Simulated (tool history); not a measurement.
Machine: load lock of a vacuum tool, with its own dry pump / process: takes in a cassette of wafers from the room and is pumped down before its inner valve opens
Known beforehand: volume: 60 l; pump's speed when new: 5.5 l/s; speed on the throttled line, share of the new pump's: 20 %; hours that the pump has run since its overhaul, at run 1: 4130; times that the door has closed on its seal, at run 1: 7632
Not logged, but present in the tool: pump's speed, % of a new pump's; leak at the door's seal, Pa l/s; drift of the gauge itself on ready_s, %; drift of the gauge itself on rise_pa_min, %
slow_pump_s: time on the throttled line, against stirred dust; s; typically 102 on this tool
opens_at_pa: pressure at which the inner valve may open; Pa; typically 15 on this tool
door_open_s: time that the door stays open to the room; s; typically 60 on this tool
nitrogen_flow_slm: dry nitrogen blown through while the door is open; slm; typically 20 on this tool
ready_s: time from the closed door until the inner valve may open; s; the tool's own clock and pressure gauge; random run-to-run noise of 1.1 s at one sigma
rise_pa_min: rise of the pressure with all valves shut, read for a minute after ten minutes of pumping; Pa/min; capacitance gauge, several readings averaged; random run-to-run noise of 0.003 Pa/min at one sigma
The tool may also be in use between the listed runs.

| run | hour | slow_pump_s | opens_at_pa | door_open_s | nitrogen_flow_slm | hours that the pump has run since its overhaul | times that the door has closed on its seal | incoming humidity of the room's air, % | ready_s | rise_pa_min |
|---|---|---|---|---|---|---|---|---|---|---|
| 1 | 0.0 | 102 | 15 | 60 | 20 | 4130 | 7632 | 42.7 | 180.5 | 0.057 |
| 2 | 55.9 | 102 | 15 | 60 | 20 | 4186 | 7743 | 46.7 | 179.0 | 0.061 |
| 3 | 158.1 | 61 | 15 | 60 | 20 | 4289 | 7946 | 42.0 | 147.6 | 0.063 |
| 4 | 256.8 | 73 | 15 | 60 | 20 | 4387 | 8141 | 46.1 | 156.9 | 0.067 |
| 5 | 330.1 | 73 | 15 | 60 | 20 | 4461 | 8286 | 43.9 | 160.1 | 0.068 |
| 6 | 435.3 | 102 | 15 | 60 | 20 | 4566 | 8494 | 44.1 | 182.2 | 0.064 |
| 7 | 520.5 | 102 | 15 | 60 | 20 | 4651 | 8663 | 44.5 | 180.5 | 0.069 |
| 8 | 593.7 | 102 | 15 | 60 | 20 | 4724 | 8808 | 46.5 | 182.5 | 0.068 |
| 9 | 681.5 | 102 | 15 | 60 | 20 | 4812 | 8982 | 41.1 | 180.1 | 0.062 |
| 10 | 758.6 | 102 | 15 | 60 | 12 | 4889 | 9134 | 44.5 | 178.7 | 0.072 |
| 11 | 824.7 | 102 | 15 | 60 | 12 | 4955 | 9265 | 45.6 | 180.9 | 0.075 |
| 12 | 881.3 | 102 | 15 | 60 | 12 | 5012 | 9377 | 48.0 | 180.1 | 0.077 |
| 13 | 968.8 | 102 | 15 | 60 | 12 | 5099 | 9551 | 46.4 | 179.8 | 0.076 |
| 14 | 1035.4 | 102 | 15 | 60 | 20 | 5166 | 9683 | 45.2 | 179.4 | 0.070 |
| 15 | 1116.9 | 102 | 15 | 60 | 20 | 5247 | 9844 | 49.1 | 179.9 | 0.078 |
| 16 | 1192.7 | 102 | 15 | 60 | 20 | 5323 | 9994 | 47.9 | 181.2 | 0.074 |
| 17 | 1250.6 | 102 | 15 | 60 | 11 | 5381 | 10109 | 45.7 | 179.5 | 0.078 |
| 18 | 1354.8 | 102 | 15 | 60 | 20 | 5485 | 10315 | 46.1 | 181.3 | 0.076 |
| 19 | 1422.6 | 97 | 15 | 60 | 35 | 5553 | 10449 | 44.7 | 177.7 | 0.069 |
| 20 | 1505.9 | 97 | 15 | 60 | 35 | 5636 | 10614 | 43.0 | 176.0 | 0.064 |

Expected results for the next run?
| 21 | 1584.7 | 97 | 15 | 60 | 35 | 5715 | 10770 | 47.2 | ? | ? |

ready_s: 175.7 s
rise_pa_min: 0.067 Pa/min
Take away the tool's hidden state, keep the run-to-run variation as it was, and the same run would have given ready_s 172.9 s, rise_pa_min 0.030 Pa/min.
